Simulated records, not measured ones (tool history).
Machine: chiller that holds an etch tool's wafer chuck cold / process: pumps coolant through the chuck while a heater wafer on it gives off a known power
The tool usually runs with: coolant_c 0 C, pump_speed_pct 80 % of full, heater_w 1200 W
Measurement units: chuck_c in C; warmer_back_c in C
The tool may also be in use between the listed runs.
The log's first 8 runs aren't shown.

run	day	coolant_c	pump_speed_pct	heater_w	chuck_c	warmer_back_c
9	9.888	-4	80	1200	5.1	4.97
10	11.246	3	80	1200	12.1	4.98
11	12.046	3	80	1200	12.2	4.97
12	12.867	3	80	1200	12.0	4.90
13	14.058	3	80	1200	12.0	4.98
14	15.521	3	80	1200	12.2	4.96
15	16.854	0	63	1200	11.0	6.40
16	18.225	-2	80	1200	7.1	5.03
17	18.946	-2	89	956	4.6	3.53
# day 19.217: chiller's thermometer calibrated
18	20.317	-2	89	956	5.3	3.55
19	21.467	5	84	1250	14.8	4.98
20	22.442	-8	66	1200	3.0	6.21
21	23.996	-8	66	1200	2.8	6.15
22	25.562	-8	66	1200	3.0	6.17
23	26.479	-8	66	1200	3.2	6.26
24	27.446	-8	66	1200	3.2	6.14
25	28.696	0	92	1200	9.0	4.36
26	29.842	6	70	1526	19.7	7.38
27	30.992	3	80	1499	15.2	6.32
28	32.512	3	85	606	7.8	2.37
29	33.692	1	93	795	6.7	2.86
30	34.750	4	83	697	9.5	2.82
31	35.708	-2	80	1175	7.7	4.92
32	36.925	3	80	1311	13.6	5.50

Here are 3 independent what-if runs from the current tool condition. What would each one return?
A	37.992	-4	66	969	?	?
B	37.992	-2	80	1311	?	?
C	37.992	-8	68	1311	?	?

run	chuck_c	warmer_back_c
A	5.0	5.02
B	8.7	5.54
C	3.9	6.61
Had the tool no hidden state, the same runs would have come out as:
run	chuck_c	warmer_back_c
A	4.4	4.78
B	8.0	5.28
C	3.1	6.29
